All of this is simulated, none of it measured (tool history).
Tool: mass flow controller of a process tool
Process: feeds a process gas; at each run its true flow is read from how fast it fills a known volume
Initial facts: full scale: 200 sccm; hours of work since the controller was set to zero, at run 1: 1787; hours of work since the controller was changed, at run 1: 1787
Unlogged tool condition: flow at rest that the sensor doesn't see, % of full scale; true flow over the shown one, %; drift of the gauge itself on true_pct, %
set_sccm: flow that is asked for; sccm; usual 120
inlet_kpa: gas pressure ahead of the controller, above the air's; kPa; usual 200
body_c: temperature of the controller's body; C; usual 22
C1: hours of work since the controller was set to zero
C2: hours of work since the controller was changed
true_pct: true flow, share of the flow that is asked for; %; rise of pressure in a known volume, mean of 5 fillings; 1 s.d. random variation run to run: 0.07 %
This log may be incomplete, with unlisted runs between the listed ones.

run 1 day=0 | set_sccm=120 inlet_kpa=200 body_c=22 | C1=1787 C2=1787 | true_pct=99.61
run 2 day=2.767 | set_sccm=120 inlet_kpa=200 body_c=22 | C1=1828 C2=1828 | true_pct=99.7
run 3 day=6.154 | set_sccm=120 inlet_kpa=207 body_c=22 | C1=1879 C2=1879 | true_pct=99.66
run 4 day=8.867 | set_sccm=120 inlet_kpa=207 body_c=22 | C1=1920 C2=1920 | true_pct=99.8
run 5 day=12.779 | set_sccm=120 inlet_kpa=207 body_c=22 | C1=1978 C2=1978 | true_pct=99.7
run 6 day=14.725 | set_sccm=120 inlet_kpa=207 body_c=22 | C1=2007 C2=2007 | true_pct=99.84
run 7 day=18.708 | set_sccm=120 inlet_kpa=200 body_c=22 | C1=2067 C2=2067 | true_pct=99.76
run 8 day=22.275 | set_sccm=120 inlet_kpa=200 body_c=22 | C1=2120 C2=2120 | true_pct=99.89
run 9 day=25.946 | set_sccm=53 inlet_kpa=200 body_c=22 | C1=2175 C2=2175 | true_pct=99.75
run 10 day=28.808 | set_sccm=94 inlet_kpa=200 body_c=22 | C1=2218 C2=2218 | true_pct=99.84
run 11 day=31.821 | set_sccm=94 inlet_kpa=200 body_c=22 | C1=2263 C2=2263 | true_pct=99.74
run 12 day=34.208 | set_sccm=69 inlet_kpa=164 body_c=22 | C1=2299 C2=2299 | true_pct=99.68
run 13 day=37.767 | set_sccm=28 inlet_kpa=220 body_c=29 | C1=2352 C2=2352 | true_pct=101.61
run 14 day=39.971 | set_sccm=165 inlet_kpa=220 body_c=29 | C1=2385 C2=2385 | true_pct=100.9
-- day=40.246 controller's zero set anew
run 15 day=44.012 | set_sccm=165 inlet_kpa=220 body_c=29 | C1=56 C2=2445 | true_pct=101.22
run 16 day=46.617 | set_sccm=43 inlet_kpa=248 body_c=22 | C1=95 C2=2484 | true_pct=101.3
run 17 day=50.288 | set_sccm=120 inlet_kpa=228 body_c=39 | C1=150 C2=2539 | true_pct=101.48
-- day=52.596 controller's zero set anew, once more
run 18 day=53.571 | set_sccm=120 inlet_kpa=230 body_c=29 | C1=15 C2=2588 | true_pct=99.73
run 19 day=57.458 | set_sccm=26 inlet_kpa=251 body_c=29 | C1=73 C2=2646 | true_pct=98.53

Forecast each of these 3 alternatives for the next run:
run A day=59.371 | set_sccm=65 inlet_kpa=222 body_c=29 | C1=101 C2=2675 | true_pct=?
run B day=59.371 | set_sccm=41 inlet_kpa=251 body_c=30 | C1=101 C2=2675 | true_pct=?
run C day=59.371 | set_sccm=74 inlet_kpa=173 body_c=34 | C1=101 C2=2675 | true_pct=?

run=A true_pct=98.97
run=B true_pct=98.74
run=C true_pct=99.26
Stripped of hidden state, with their random variation kept, the same runs would have yielded:
run=A true_pct=98.11
run=B true_pct=97.81
run=C true_pct=98.41
